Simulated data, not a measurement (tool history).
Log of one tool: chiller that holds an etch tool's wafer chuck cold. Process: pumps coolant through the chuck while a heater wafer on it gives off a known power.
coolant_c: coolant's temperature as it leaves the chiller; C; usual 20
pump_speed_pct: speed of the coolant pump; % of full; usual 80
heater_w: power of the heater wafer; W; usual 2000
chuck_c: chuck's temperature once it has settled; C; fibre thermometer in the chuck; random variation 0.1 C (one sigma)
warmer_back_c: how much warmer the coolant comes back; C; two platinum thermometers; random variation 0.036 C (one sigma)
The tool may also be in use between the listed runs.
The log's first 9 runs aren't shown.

run	hour	coolant_c	pump_speed_pct	heater_w	hours since the coolant was changed and the channels were flushed	hours since the pump was overhauled	hours since the chiller's thermometer was calibrated	chuck_c	warmer_back_c
10	1005.1	14	80	1283	3404	4193	423	27.8	4.84
11	1106.7	20	80	2329	3506	4294	524	45.2	8.84
12	1224.6	20	80	2329	3624	4412	642	45.2	8.84
13	1344.9	20	80	2329	3744	4533	763	45.5	8.88
14	1437.4	20	80	2000	3837	4625	855	41.8	7.61
15	1547.9	20	80	2000	3947	4736	966	42.0	7.62
16	1701.5	20	80	2000	4101	4889	1119	42.1	7.67
17	1781.3	28	77	2586	4180	4969	1199	57.9	10.41
18	1901.2	28	77	2586	4300	5089	1319	57.9	10.43
19	2041.3	28	77	2316	4440	5229	1459	54.9	9.33
20	2189.7	20	63	1224	4589	5377	1607	37.2	6.18
21	2361.4	20	63	1224	4761	5549	1779	37.1	6.25

Forecast run 22:
22	2493.4	20	63	1224	4893	5681	1911	?	?

Run 22 gave chuck_c 37.3 C, warmer_back_c 6.32 C.
Without the tool's hidden state the same run would have given chuck_c 33.7 C, warmer_back_c 5.49 C.
